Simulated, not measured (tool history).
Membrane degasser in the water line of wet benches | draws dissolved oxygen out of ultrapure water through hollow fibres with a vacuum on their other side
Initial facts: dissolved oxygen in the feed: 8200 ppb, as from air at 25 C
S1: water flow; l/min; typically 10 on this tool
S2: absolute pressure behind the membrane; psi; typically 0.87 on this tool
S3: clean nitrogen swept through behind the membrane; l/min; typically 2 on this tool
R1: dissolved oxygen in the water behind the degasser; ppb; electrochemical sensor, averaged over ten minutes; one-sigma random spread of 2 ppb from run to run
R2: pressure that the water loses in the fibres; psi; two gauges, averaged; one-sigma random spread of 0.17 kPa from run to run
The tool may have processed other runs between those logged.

run    hour  S1     S2    S3     R1     R2
  1       0  10   0.87     2  207.6   3.72
  2   139.6  10  1.974     2  304.1  3.774
  3   242.3  10  0.535     2  177.3  3.801
  4     347  10  1.292     2  243.4  3.688
  5   433.1  10  1.292     2  242.4  3.738
  6   594.5  10  1.292     2  242.2  3.761
  7   735.1  11   0.87     2  268.4  4.136
  8   894.6  11   1.02     2  284.4  4.167
  9  1028.5  11   1.02     2  285.4  4.099
 10  1186.6  11   1.02     2  281.7  4.116
 11  1293.6  11   1.02     2  279.6    4.1
 12  1439.6  10  1.037     2  222.7  3.764
 13    1528   9   0.87     2  153.8  3.362
 14  1620.5   9   0.87     2  152.4  3.423
 15  1748.3  10  1.418     2  248.9  3.785
 16  1880.1  10   0.87  0.81  253.3  3.762
 17  1980.5  10   0.87  2.53  203.5  3.777
 18  2123.7   9   0.78  0.86  180.9  3.404
 19  2248.2   9  0.779  3.68  140.2  3.413
 20  2325.7   9  0.779  3.68  137.9  3.411
 21  2463.2  10  1.352     2  251.7  3.759
 22  2590.3  10  1.352     2  257.5  3.771
 23  2664.3   8  1.571  1.26  201.2  3.063
 24  2799.8   7  0.547  1.03   61.1  2.651
 25  2919.6   7  0.547  1.03   60.9  2.651
 26  3037.4  15  1.185  2.03  612.5  5.701
 27  3134.4  15  1.185  2.46  600.6  5.732
 28    3241  14  1.185  2.32  516.6  5.329
 29  3317.6  14  0.632  1.34  491.4  5.307
 30  3451.4   7   0.87   1.1   97.6  2.676
 31    3527   7   0.87   1.1   94.2   2.68
 32  3609.2   7   0.87   1.1   96.4  2.695
 33  3746.1   7   0.87   1.1   97.1  2.661

The log once held 1 entry between its listed runs, left out of this copy. Where does each go, and what is different about the tool's unlogged condition between the listed run before it and the listed run after it?
From run 5 to run 6: vacuum gauge calibrated (hour 482.5)
  membrane still open, %: 99.6 -> 99.5; true pressure behind the membrane over the reading, kPa: 0.24 -> 0.04; air that leaks in behind the membrane, l/min: 0.0041 -> 0.0042
  difference, measured minus the result without the unlogged condition, R1: +6 -> +4.1 ppb; R2: +0.016 -> +0.019 psi

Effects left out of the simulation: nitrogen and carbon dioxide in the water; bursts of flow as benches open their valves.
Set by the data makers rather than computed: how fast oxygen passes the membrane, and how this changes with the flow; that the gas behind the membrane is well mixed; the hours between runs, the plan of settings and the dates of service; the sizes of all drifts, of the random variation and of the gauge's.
